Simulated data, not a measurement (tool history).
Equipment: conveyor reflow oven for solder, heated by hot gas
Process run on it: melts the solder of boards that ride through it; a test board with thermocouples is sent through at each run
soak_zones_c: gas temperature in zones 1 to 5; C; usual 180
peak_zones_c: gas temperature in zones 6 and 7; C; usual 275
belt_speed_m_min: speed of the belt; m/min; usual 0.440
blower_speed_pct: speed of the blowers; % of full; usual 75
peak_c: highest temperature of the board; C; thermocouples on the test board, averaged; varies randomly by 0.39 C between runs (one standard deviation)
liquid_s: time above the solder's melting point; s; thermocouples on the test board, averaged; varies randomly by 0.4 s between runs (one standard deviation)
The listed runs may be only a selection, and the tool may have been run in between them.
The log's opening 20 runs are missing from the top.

run     day  soak_zones_c  peak_zones_c  belt_speed_m_min  blower_speed_pct  peak_c  liquid_s
 21  26.308           178           272             0.467                67   246.8      51.6
 22  28.125           178           272             0.467                67   246.4      52.0
 23  29.508           178           272             0.481                60   241.9      44.6
 24  30.358           180           278             0.518                75   250.5      50.5
 25  32.225           180           278             0.518                75   250.4      50.3
     34.275  -- flux residue cleaned out of gas plates and filters
 26  34.300           180           290             0.438                70   265.9      71.4
 27  35.900           168           280             0.440                75   256.1      61.3
 28  37.542           166           289             0.440                75   263.9      64.2
 29  39.300           166           289             0.440                75   263.7      65.3
 30  40.500           180           275             0.350                62   257.4      83.8

Predict each of these 4 candidate next runs independently; none follows another, all start after run 30:
  A  41.596           171           277             0.452                62       ?         ?
  B  41.596           185           275             0.440                68       ?         ?
  C  41.596           180           275             0.350                86       ?         ?
  D  41.596           194           268             0.440                56       ?         ?

run  peak_c  liquid_s
  A   247.7      51.5
  B   253.5      65.1
  C   264.8      91.0
  D   245.3      61.6
With the hidden condition removed and each run's random variation left untouched, the same runs would have given:
run  peak_c  liquid_s
  A   247.6      51.4
  B   253.4      64.9
  C   264.7      90.8
  D   245.2      61.4
